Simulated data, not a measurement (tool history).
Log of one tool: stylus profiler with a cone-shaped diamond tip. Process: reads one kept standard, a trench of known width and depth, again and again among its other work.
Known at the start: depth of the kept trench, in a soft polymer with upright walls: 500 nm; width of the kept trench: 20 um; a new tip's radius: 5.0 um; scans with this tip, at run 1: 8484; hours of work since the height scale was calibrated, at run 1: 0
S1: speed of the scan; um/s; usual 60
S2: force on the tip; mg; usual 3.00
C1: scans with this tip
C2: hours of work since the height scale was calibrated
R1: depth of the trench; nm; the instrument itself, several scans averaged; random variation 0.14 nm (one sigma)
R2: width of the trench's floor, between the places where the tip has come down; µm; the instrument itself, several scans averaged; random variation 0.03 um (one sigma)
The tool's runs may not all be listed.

run,hour,S1,S2,C1,C2,R1,R2
1,0.0,60,3.00,8484,0,507.48,14.16
2,101.1,60,3.00,8763,63,507.46,14.12
3,159.5,60,3.00,8925,99,507.48,14.08
4,243.0,60,3.00,9156,151,507.52,14.04
5,292.2,60,3.00,9292,182,507.46,14.01
6,347.7,60,3.00,9446,216,507.42,14.01
7,441.5,60,3.00,9706,274,507.61,14.01
8,522.6,60,3.00,9930,325,507.96,13.92
9,632.0,60,2.58,10233,393,507.23,13.92
10,741.7,60,2.58,10536,461,507.12,13.93
11,839.8,60,2.35,10808,522,507.04,13.84
12,930.3,60,2.35,11058,578,507.04,13.76
13,1003.7,60,2.35,11261,624,507.10,13.77
14,1051.0,60,3.25,11392,653,508.70,13.78
15,1111.0,60,4.00,11558,691,510.16,13.71
16,1183.6,60,4.00,11759,736,509.86,13.81
17,1275.3,60,3.00,12013,793,508.64,13.74
18,1350.5,60,3.00,12221,840,508.45,13.65
19,1454.5,60,6.67,12509,904,513.95,13.66
20,1540.8,60,6.67,12748,958,513.88,13.68
21,1596.2,21,3.00,12901,992,508.78,13.67
22,1657.2,60,3.00,13070,1030,508.73,13.56
23,1734.8,60,3.00,13285,1079,508.74,13.51
24,1829.4,60,4.36,13546,1137,511.28,13.53
25,1921.7,27,2.28,13802,1195,508.02,13.51
26,1979.0,36,1.09,13960,1230,505.58,13.44
# hour 2060.6: new tip fitted, height scale calibrated
27,2060.6,36,1.09,0,0,504.11,15.42
28,2162.8,44,7.38,283,64,514.13,15.44
29,2231.9,44,7.38,474,107,514.06,15.44
30,2337.6,130,3.19,766,172,508.07,15.21
31,2428.6,15,1.03,1018,229,504.08,15.31
32,2532.7,15,1.03,1306,294,504.39,15.33
33,2586.5,17,2.90,1455,327,508.02,15.30
34,2634.2,60,8.14,1587,357,515.35,15.20
35,2703.0,60,8.14,1777,399,515.64,15.18
36,2754.5,17,3.86,1920,431,509.78,15.24
37,2862.5,48,4.06,2219,499,510.12,15.09
38,2943.6,28,1.16,2443,549,505.12,15.07
39,3025.3,39,4.07,2669,600,510.25,15.09
40,3106.4,39,4.07,2894,650,510.37,15.02
41,3191.1,39,4.07,3128,703,510.49,14.98
42,3284.3,39,4.07,3386,761,510.51,14.87
43,3340.0,39,4.07,3540,795,510.53,14.89
44,3394.4,39,4.07,3691,829,510.31,14.88
45,3490.1,39,4.07,3956,889,511.00,14.86
46,3562.5,39,4.07,4156,934,511.31,14.80
47,3625.2,39,4.07,4330,973,510.99,14.79

Measured less the same run without the tool's hidden state. The same run-to-run variation is in both; the gauge's scatter may not be:
The hidden state here: radius of the tip, um; height scale over the true one, %; drift of the gauge itself on depth_nm, %; drift of the gauge itself on floor_um, %.
run,R1,R2
1,-0.14,-1.37
2,-0.04,-1.41
3,+0.01,-1.43
4,+0.09,-1.46
5,+0.13,-1.47
6,+0.18,-1.50
7,+0.28,-1.53
8,+0.35,-1.56
9,+0.46,-1.59
10,+0.57,-1.63
11,+0.66,-1.66
12,+0.74,-1.70
13,+0.82,-1.73
14,+0.86,-1.74
15,+0.92,-1.75
16,+0.98,-1.78
17,+1.08,-1.81
18,+1.15,-1.84
19,+1.28,-1.87
20,+1.36,-1.90
21,+1.39,-1.92
22,+1.46,-1.94
23,+1.53,-1.97
24,+1.64,-1.99
25,+1.71,-2.03
26,+1.77,-2.04
27,+0.33,-0.08
28,+0.44,-0.13
29,+0.51,-0.16
30,+0.62,-0.21
31,+0.70,-0.25
32,+0.79,-0.29
33,+0.85,-0.32
34,+0.92,-0.35
35,+0.99,-0.37
36,+1.02,-0.40
37,+1.14,-0.45
38,+1.20,-0.48
39,+1.29,-0.52
40,+1.37,-0.56
41,+1.47,-0.59
42,+1.55,-0.64
43,+1.61,-0.66
44,+1.67,-0.69
45,+1.77,-0.72
46,+1.84,-0.75
47,+1.91,-0.78
